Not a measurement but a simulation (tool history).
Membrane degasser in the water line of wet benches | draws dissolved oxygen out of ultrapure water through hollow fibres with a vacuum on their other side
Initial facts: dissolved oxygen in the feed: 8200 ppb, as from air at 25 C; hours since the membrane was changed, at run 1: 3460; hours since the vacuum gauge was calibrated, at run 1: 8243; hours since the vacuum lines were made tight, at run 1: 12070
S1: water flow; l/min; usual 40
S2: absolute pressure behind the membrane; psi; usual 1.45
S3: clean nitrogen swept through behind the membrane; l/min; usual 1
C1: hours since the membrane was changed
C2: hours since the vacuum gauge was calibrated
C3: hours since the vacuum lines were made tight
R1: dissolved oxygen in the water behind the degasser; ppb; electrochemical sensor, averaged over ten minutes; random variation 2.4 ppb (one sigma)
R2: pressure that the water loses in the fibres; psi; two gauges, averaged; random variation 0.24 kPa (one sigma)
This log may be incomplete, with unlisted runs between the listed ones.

run      day  S1    S2    S3    C1    C2     C3      R1      R2
  1        0  40  1.45     1  3460  8243  12070   532.2   9.126
       0.908  -- vacuum gauge calibrated
  2    6.808  40  1.45     1  3623   142  12233   529.6   9.101
  3   15.396  39  1.45     1  3829   348  12439     520   8.939
  4    22.65  39  1.45     1  4003   522  12613   521.5   8.885
      26.104  -- seals of the vacuum lines changed
  5   30.962  40  1.45     1  4200   719    117   529.5   9.133
  6   35.054  40  1.94     1  4298   818    215   769.7   9.134
  7   42.829  40  1.94     1  4485  1004    401   772.5   9.145
  8   51.288  40  1.94     1  4688  1207    604   771.4   9.085
  9   59.108  40  1.94  2.39  4876  1395    792   385.7   9.175
 10   63.521  40  1.94  2.39  4982  1501    898   386.5   9.148
 11     71.5  40  1.94  2.39  5173  1692   1089   385.5   9.158
 12   80.562  40  1.94  2.39  5391  1910   1307   387.6    9.12
 13   87.742  40  1.94  2.39  5563  2082   1479   387.4   9.158
 14   94.446  40  1.94  2.39  5724  2243   1640   388.1   9.063
 15  104.158  40  1.94  2.39  5957  2476   1873   387.1   9.117
 16    114.1  40  1.94  2.39  6195  2715   2112   389.9   9.095
 17  118.779  48  1.13  0.58  6308  2827   2224   627.5  10.934
 18  127.525  48  1.13  0.58  6518  3037   2434   630.9  10.924
 19  136.192  27  1.22  1.77  6726  3245   2642   184.3   6.129
 20  144.475  49  1.06  0.85  6924  3444   2841   447.4  11.239
 21  148.654  46  2.68   1.4  7025  3544   2941   973.6  10.557
 22  154.946  40  1.19  2.64  7176  3695   3092   185.8   9.074
 23  159.854  40  1.16  2.57  7294  3813   3210   186.2   9.114
 24  168.583  25  3.45     1  7503  4022   3420  1028.7   5.713
 25  172.696  34  1.45  0.93  7602  4121   3518   494.2     7.7
 26  178.421  27  1.45  0.55  7739  4258   3656   617.1    6.16
 27  188.225  46  0.96  2.21  7974  4494   3891   178.2  10.454
 28  194.212  26  1.75  1.48  8118  4637   4035   347.4   5.947
 29  198.746  26  1.75  1.48  8227  4746   4143   348.3   5.923
 30  202.888  26  1.75  1.48  8326  4845   4243   347.8   5.907
 31  212.533  31   0.9  0.54  8558  5077   4474   320.8   7.124

Entry by entry between the runs, the difference in hidden state between the last listed run before and the first listed run after:
In the gap between runs 1 and 2: vacuum gauge calibrated (day 0.908)
  true pressure behind the membrane over the reading, kPa: 0.01 -> 0; drift of the gauge itself on oxygen_ppb, %: 0 -> 0.08
  measured minus no-state result, R1: +0.7 -> +0.4 ppb
In the gap between runs 4 and 5: seals of the vacuum lines changed (day 26.104)
  air that leaks in behind the membrane, l/min: 0.0023 -> 0.002; drift of the gauge itself on oxygen_ppb, %: 0.25 -> 0.34
  measured minus no-state result, R1: +1.4 -> +1.9 ppb
